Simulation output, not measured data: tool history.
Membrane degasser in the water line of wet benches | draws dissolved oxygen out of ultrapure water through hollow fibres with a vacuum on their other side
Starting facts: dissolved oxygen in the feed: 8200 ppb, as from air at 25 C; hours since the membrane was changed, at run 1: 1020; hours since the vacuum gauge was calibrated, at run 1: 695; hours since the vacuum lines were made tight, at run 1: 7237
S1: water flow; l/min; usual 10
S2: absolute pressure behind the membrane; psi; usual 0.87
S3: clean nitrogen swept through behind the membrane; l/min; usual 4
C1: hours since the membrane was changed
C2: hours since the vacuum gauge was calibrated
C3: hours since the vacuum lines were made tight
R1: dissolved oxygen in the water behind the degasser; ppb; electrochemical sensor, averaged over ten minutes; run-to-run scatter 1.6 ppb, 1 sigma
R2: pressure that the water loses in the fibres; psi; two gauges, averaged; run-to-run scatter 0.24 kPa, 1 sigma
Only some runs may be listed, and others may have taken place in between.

Run 1, hour 0: usual settings; C1 1020; C2 695; C3 7237. Result: R1 159.3 ppb, R2 9.169 psi.
Run 2, hour 118.3: usual settings; C1 1139; C2 814; C3 7355. Result: R1 158.4 ppb, R2 9.175 psi.
Run 3, hour 189.9: usual settings but S1 7 l/min; C1 1210; C2 885; C3 7427. Result: R1 49.8 ppb, R2 6.389 psi.
Run 4, hour 285.2: usual settings but S1 7 l/min; C1 1306; C2 980; C3 7522. Result: R1 48.1 ppb, R2 6.392 psi.
Run 5, hour 380.8: usual settings but S1 7 l/min; C1 1401; C2 1076; C3 7618. Result: R1 48.8 ppb, R2 6.356 psi.
Run 6, hour 502: usual settings; C1 1522; C2 1197; C3 7739. Result: R1 164.1 ppb, R2 9.169 psi.
Run 7, hour 592.5: usual settings; C1 1613; C2 1288; C3 7830. Result: R1 159.4 ppb, R2 9.187 psi.
Run 8, hour 644.2: usual settings; C1 1665; C2 1339; C3 7881. Result: R1 163.2 ppb, R2 9.121 psi.
Run 9, hour 720.7: usual settings; C1 1741; C2 1416; C3 7958. Result: R1 162.6 ppb, R2 9.132 psi.
Run 10, hour 827.8: usual settings; C1 1848; C2 1523; C3 8065. Result: R1 159.5 ppb, R2 9.149 psi.
Run 11, hour 889.1: usual settings; C1 1909; C2 1584; C3 8126. Result: R1 163.3 ppb, R2 9.082 psi.
Run 12, hour 940.5: usual settings; C1 1961; C2 1636; C3 8178. Result: R1 161.5 ppb, R2 9.126 psi.
Run 13, hour 1021.5: usual settings but S3 5.24 l/min; C1 2042; C2 1717; C3 8259. Result: R1 154.9 ppb, R2 9.094 psi.
Run 14, hour 1127.8: usual settings but S3 1.63 l/min; C1 2148; C2 1823; C3 8365. Result: R1 183.1 ppb, R2 9.191 psi.
Run 15, hour 1217.6: usual settings but S1 7 l/min, S3 1.63 l/min; C1 2238; C2 1913; C3 8455. Result: R1 68.4 ppb, R2 6.367 psi.
Run 16, hour 1327.7: usual settings but S1 7 l/min, S3 1.63 l/min; C1 2348; C2 2023; C3 8565. Result: R1 68.9 ppb, R2 6.445 psi.
Run 17, hour 1444.8: usual settings but S3 9.26 l/min; C1 2465; C2 2140; C3 8682. Result: R1 151.3 ppb, R2 9.239 psi.
At hour 1452.6: vacuum gauge calibrated.
Run 18, hour 1522.8: usual settings but S3 9.26 l/min; C1 2543; C2 70; C3 8759. Result: R1 152.7 ppb, R2 9.145 psi.
Run 19, hour 1581.3: usual settings but S2 0.542 psi, S3 9.26 l/min; C1 2601; C2 129; C3 8818. Result: R1 142.3 ppb, R2 9.187 psi.
Run 20, hour 1665.8: usual settings but S1 15 l/min, S2 0.542 psi, S3 2.62 l/min; C1 2686; C2 213; C3 8902. Result: R1 470.8 ppb, R2 13.784 psi.
Run 21, hour 1751.3: usual settings but S1 13 l/min, S2 0.587 psi, S3 2.62 l/min; C1 2771; C2 299; C3 8988. Result: R1 332.2 ppb, R2 11.844 psi.
Run 22, hour 1829.7: usual settings but S1 15 l/min, S2 0.555 psi, S3 3.24 l/min; C1 2850; C2 377; C3 9066. Result: R1 466.8 ppb, R2 13.809 psi.
Run 23, hour 1923: usual settings but S1 8 l/min, S2 1.542 psi, S3 1.66 l/min; C1 2943; C2 470; C3 9159. Result: R1 154.9 ppb, R2 7.355 psi.
At hour 2011.2: vacuum gauge calibrated, once more.
Run 24, hour 2011.2: usual settings but S1 15 l/min, S2 1.07 psi, S3 4.14 l/min; C1 3031; C2 0; C3 9247. Result: R1 483.9 ppb, R2 13.738 psi.
Run 25, hour 2114.4: usual settings but S2 0.724 psi, S3 11.41 l/min; C1 3134; C2 103; C3 9350. Result: R1 149.6 ppb, R2 9.148 psi.
Run 26, hour 2179.9: usual settings but S2 0.724 psi, S3 11.41 l/min; C1 3199; C2 169; C3 9416. Result: R1 149 ppb, R2 9.195 psi.
Run 27, hour 2231.5: usual settings but S2 0.657 psi; C1 3251; C2 220; C3 9467. Result: R1 156 ppb, R2 9.213 psi.
Run 28, hour 2302.2: usual settings but S1 6 l/min, S2 1.59 psi, S3 3.67 l/min; C1 3322; C2 291; C3 9538. Result: R1 52 ppb, R2 5.538 psi.
Run 29, hour 2381.4: usual settings but S1 6 l/min, S2 1.59 psi, S3 3.67 l/min; C1 3401; C2 370; C3 9617. Result: R1 51.8 ppb, R2 5.494 psi.
Run 30, hour 2481.9: usual settings but S1 8 l/min, S2 0.682 psi, S3 4.66 l/min; C1 3501; C2 471; C3 9718. Result: R1 71.9 ppb, R2 7.374 psi.
Run 31, hour 2592.4: usual settings but S2 0.663 psi; C1 3612; C2 581; C3 9828. Result: R1 155.2 ppb, R2 9.266 psi.
Run 32, hour 2711.5: usual settings but S2 0.663 psi; C1 3731; C2 700; C3 9947. Result: R1 152.2 ppb, R2 9.251 psi.
Run 33, hour 2800.8: usual settings but S2 1.9 psi, S3 8.87 l/min; C1 3820; C2 790; C3 10037. Result: R1 171.8 ppb, R2 9.178 psi.

3 options for the next run, each taken on its own from the tool as it stands now. Forecast them:
Run A, hour 2857.6: usual settings but S2 1.088 psi, S3 4.49 l/min; C1 3877; C2 846; C3 10094. Result: R1 ?, R2 ?.
Run B, hour 2857.6: usual settings but S2 1.433 psi; C1 3877; C2 846; C3 10094. Result: R1 ?, R2 ?.
Run C, hour 2857.6: usual settings but S1 8 l/min, S2 1.189 psi; C1 3877; C2 846; C3 10094. Result: R1 ?, R2 ?.

run     R1     R2
  A  172.2  9.166
  B  190.7  9.206
  C   89.7  7.372
Without the tool's hidden state the same runs would have given:
run     R1     R2
  A  164.9  9.071
  B  182.6  9.111
  C     85  7.295
